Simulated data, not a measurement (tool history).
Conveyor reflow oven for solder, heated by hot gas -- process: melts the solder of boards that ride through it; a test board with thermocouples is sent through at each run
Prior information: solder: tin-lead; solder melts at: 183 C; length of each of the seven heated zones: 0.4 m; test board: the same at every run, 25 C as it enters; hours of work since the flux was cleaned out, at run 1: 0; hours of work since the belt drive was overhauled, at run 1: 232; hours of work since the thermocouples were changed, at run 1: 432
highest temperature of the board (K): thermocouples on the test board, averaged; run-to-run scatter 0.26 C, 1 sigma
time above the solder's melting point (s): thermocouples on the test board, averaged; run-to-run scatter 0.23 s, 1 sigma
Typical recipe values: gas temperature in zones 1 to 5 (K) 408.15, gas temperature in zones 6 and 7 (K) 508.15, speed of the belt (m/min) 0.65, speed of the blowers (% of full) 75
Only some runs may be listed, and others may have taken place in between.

run   hour  gas temperature in zones 1 to 5 (K)  gas temperature in zones 6 and 7 (K)  speed of the belt (m/min)  speed of the blowers (% of full)  hours of work since the flux was cleaned out  hours of work since the belt drive was overhauled  hours of work since the thermocouples were changed  highest temperature of the board (K)  time above the solder's melting point (s)
  1      0                               408.15                                508.15                       0.65                                75                                             0                                                232                                                 432                                491.35                                       55.1
  2     10                               408.15                                508.15                       0.65                                75                                             6                                                239                                                 439                                490.75                                       55.3
  3   26.5                               408.15                                508.15                       0.65                                75                                            17                                                249                                                 449                                491.15                                       55.3
  4   39.2                               408.15                                508.15                       0.65                                75                                            25                                                258                                                 458                                491.65                                       54.9
  5   52.9                               408.15                                508.15                      0.771                                75                                            34                                                266                                                 466                                485.35                                       41.1
  6   61.1                               420.15                                508.15                       0.65                                75                                            40                                                272                                                 472                                493.05                                       60.3
  7   73.1                               408.15                                508.15                       0.65                                75                                            47                                                280                                                 480                                491.35                                       55.3
  8   84.2                               408.15                                508.15                       0.65                                75                                            55                                                287                                                 487                                490.45                                       55.1
  9    100                               408.15                                508.15                       0.65                                75                                            65                                                297                                                 497                                490.85                                       54.5
 10  111.1                               408.15                                508.15                       0.65                                75                                            72                                                304                                                 504                                491.05                                       55.1
 11  126.3                               408.15                                508.15                       0.65                                75                                            82                                                314                                                 514                                490.35                                       54.2
 12  139.5                               408.15                                508.15                       0.65                                75                                            90                                                322                                                 522                                490.65                                       54.3
 13  152.6                               414.15                                521.15                      0.751                                53                                            99                                                331                                                 531                                488.35                                       45.4
 14    167                               408.15                                518.15                      0.751                                53                                           108                                                340                                                 540                                484.05                                       40.5
 15  179.4                               395.15                                511.15                      0.567                                84                                           116                                                348                                                 548                                497.45                                       64.9
 16  193.7                               395.15                                511.15                      0.567                                84                                           125                                                358                                                 558                                497.55                                       65.1
 17  206.7                               395.15                                511.15                      0.666                                55                                           134                                                366                                                 566                                481.85                                       40.2
 18  219.4                               408.15                                499.15                       0.65                                84                                           142                                                374                                                 574                                484.55                                       50.7
 19  230.8                               408.15                                499.15                       0.65                                84                                           149                                                382                                                 582                                484.55                                       50.2
 20  244.6                               408.15                                515.15                       0.65                                83                                           158                                                391                                                 591                                498.35                                         60
 21  255.5                               408.15                                498.15                       0.65                                72                                           165                                                398                                                 598                                480.75                                       45.9
 22  266.4                               408.15                                498.15                       0.65                                72                                           172                                                405                                                 605                                480.55                                       46.1
 23    275                               408.15                                508.15                      0.571                                75                                           178                                                410                                                 610                                493.95                                       65.5

For some of the steps in highest temperature of the board (K) from one run to the next: how much would appear even if the tool had no hidden state, given the settings, what came in and random variation, and how much remains for the hidden state plus any gauge scatter that the measured result and the result without hidden state don't share?
Unlogged tool condition in this case: heat that the gas passes to the board, % of a clean oven's; belt's true speed, % of the reading; true gas temperature in zones 6 and 7 over the reading, C; drift of the gauge itself on peak_c, C; drift of the gauge itself on liquid_s, %.
Run 4 -> 5: speed of the belt (m/min) 0.65 -> 0.771. highest temperature of the board (K) -6.3: hidden state -0.2, all else -6.1.
Run 16 -> 17: speed of the belt (m/min) 0.567 -> 0.666, speed of the blowers (% of full) 84 -> 55. highest temperature of the board (K) -15.7: hidden state +0.1, all else -15.8.
Run 19 -> 20: gas temperature in zones 6 and 7 (K) 499.15 -> 515.15, speed of the blowers (% of full) 84 -> 83. highest temperature of the board (K) +13.8: hidden state -0.3, all else +14.1.
Run 20 -> 21: gas temperature in zones 6 and 7 (K) 515.15 -> 498.15, speed of the blowers (% of full) 83 -> 72. highest temperature of the board (K) -17.6: hidden state +0.2, all else -17.8.

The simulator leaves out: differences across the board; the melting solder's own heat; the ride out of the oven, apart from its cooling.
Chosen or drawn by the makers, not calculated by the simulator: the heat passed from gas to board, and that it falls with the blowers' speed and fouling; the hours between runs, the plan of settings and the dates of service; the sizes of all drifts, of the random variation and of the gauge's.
